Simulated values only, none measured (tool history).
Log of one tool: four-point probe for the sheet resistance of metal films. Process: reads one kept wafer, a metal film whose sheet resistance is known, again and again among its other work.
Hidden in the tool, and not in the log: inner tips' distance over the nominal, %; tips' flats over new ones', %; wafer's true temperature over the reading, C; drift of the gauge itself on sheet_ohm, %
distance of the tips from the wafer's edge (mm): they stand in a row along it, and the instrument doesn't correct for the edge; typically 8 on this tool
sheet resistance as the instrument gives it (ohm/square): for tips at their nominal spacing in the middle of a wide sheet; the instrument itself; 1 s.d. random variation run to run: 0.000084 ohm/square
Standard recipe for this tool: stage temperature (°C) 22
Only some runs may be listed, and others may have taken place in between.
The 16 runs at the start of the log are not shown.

run	hour	stage temperature (°C)	distance of the tips from the wafer's edge (mm)	touches since the probe head was changed	hours of work since the stage's thermometer was calibrated	sheet resistance as the instrument gives it (ohm/square)
17	371.5	22	19	99684	67	0.420295
18	388.7	22	19	100693	80	0.420247
19	408.1	22	9	101830	95	0.421086
20	430.5	22	9	103143	112	0.421118
# hour 445.9: stage's thermometer calibrated, once more
21	456.1	22	9	104614	8	0.421076
22	470.8	22	9	105476	19	0.421099
23	502.6	28	27	107338	44	0.418564
24	529.6	32	19	108923	64	0.417849
25	554	32	19	110354	83	0.417824
26	580.2	28	11	111891	103	0.419393
27	593.8	21	4	112688	114	0.426153
28	607.5	31	6	113491	124	0.420437
29	630.7	31	6	114850	142	0.420358
30	657	31	6	116395	162	0.420461
31	687.5	31	6	118182	186	0.420555
32	703	27	38	119091	198	0.419049
33	721.6	22	11	120184	212	0.42116
34	737.8	22	11	121134	224	0.420973
35	765.4	22	11	122749	246	0.421121

Consider 3 possible next runs. They are alternatives, not a sequence: every one starts from the tool as it was left by run 35. What does each give?
A	780.1	19	47	123613	257	?
B	780.1	28	30	123613	257	?
C	780.1	35	46	123613	257	?

run	sheet resistance as the instrument gives it (ohm/square)
A	0.42108
B	0.418942
C	0.417159
Stripped of hidden state, with their random variation kept, the same runs would have yielded:
run	sheet resistance as the instrument gives it (ohm/square)
A	0.41897
B	0.416833
C	0.415053

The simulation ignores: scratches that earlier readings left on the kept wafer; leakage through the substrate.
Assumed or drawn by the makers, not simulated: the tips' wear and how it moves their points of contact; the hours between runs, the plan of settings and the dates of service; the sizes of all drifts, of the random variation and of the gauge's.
